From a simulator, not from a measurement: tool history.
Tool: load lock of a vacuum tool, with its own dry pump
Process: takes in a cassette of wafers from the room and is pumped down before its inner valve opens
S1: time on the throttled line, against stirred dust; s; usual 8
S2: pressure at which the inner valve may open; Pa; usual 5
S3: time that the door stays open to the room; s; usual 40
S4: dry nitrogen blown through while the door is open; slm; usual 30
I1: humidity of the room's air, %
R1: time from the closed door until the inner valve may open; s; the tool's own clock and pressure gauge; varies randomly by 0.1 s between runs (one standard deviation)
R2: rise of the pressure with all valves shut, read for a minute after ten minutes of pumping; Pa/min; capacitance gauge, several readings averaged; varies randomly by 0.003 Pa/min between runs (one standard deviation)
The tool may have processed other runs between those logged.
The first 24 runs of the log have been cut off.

Run 25, hour 4074.4: usual settings but S2 7 Pa, S3 58 s, S4 10 slm; I1 41.7. Result: R1 18.53 s, R2 0.061 Pa/min.
Run 26, hour 4218: usual settings but S2 7 Pa, S3 58 s, S4 10 slm; I1 45.4. Result: R1 18.48 s, R2 0.076 Pa/min.
Run 27, hour 4347.2: usual settings but S1 13 s, S2 9 Pa; I1 42.3. Result: R1 22.2 s, R2 0.041 Pa/min.
Run 28, hour 4494.4: usual settings but S1 6 s, S2 4 Pa, S3 62 s, S4 29 slm; I1 44. Result: R1 17.94 s, R2 0.053 Pa/min.
Run 29, hour 4636.3: usual settings but S1 6 s, S2 7 Pa, S3 49 s, S4 29 slm; I1 43.8. Result: R1 16.94 s, R2 0.054 Pa/min.
Run 30, hour 4836.5: usual settings but S1 6 s, S2 7 Pa, S3 49 s, S4 29 slm; I1 46.2. Result: R1 17 s, R2 0.049 Pa/min.
Run 31, hour 5065.1: usual settings but S1 5 s, S2 7 Pa, S4 7 slm; I1 46.6. Result: R1 16.27 s, R2 0.07 Pa/min.
Run 32, hour 5209.1: usual settings but S1 5 s, S2 7 Pa, S4 7 slm; I1 45.1. Result: R1 16.29 s, R2 0.072 Pa/min.
Run 33, hour 5318.1: usual settings but S1 15 s, S3 42 s, S4 6 slm; I1 46. Result: R1 24.61 s, R2 0.07 Pa/min.
Run 34, hour 5517: usual settings but S1 10 s, S2 4 Pa, S3 122 s, S4 16 slm; I1 43. Result: R1 21.03 s, R2 0.079 Pa/min.

Branching from run 34: 3 alternative next runs. What would each branch give?
Run A, hour 5629.9: usual settings but S1 6 s, S2 8 Pa, S3 122 s, S4 4 slm; I1 41.9. Result: R1 ?, R2 ?.
Run B, hour 5629.9: usual settings but S4 5 slm; I1 42.6. Result: R1 ?, R2 ?.
Run C, hour 5629.9: usual settings but S1 10 s, S2 4 Pa, S3 29 s, S4 16 slm; I1 46. Result: R1 ?, R2 ?.

run     R1     R2
  A  16.91  0.098
  B  19.23  0.075
  C  21.02  0.053
The same runs, with their run-to-run variation unchanged, on a tool lacking any hidden condition would have given:
run     R1     R2
  A   16.9  0.096
  B  19.22  0.073
  C  21.02  0.051
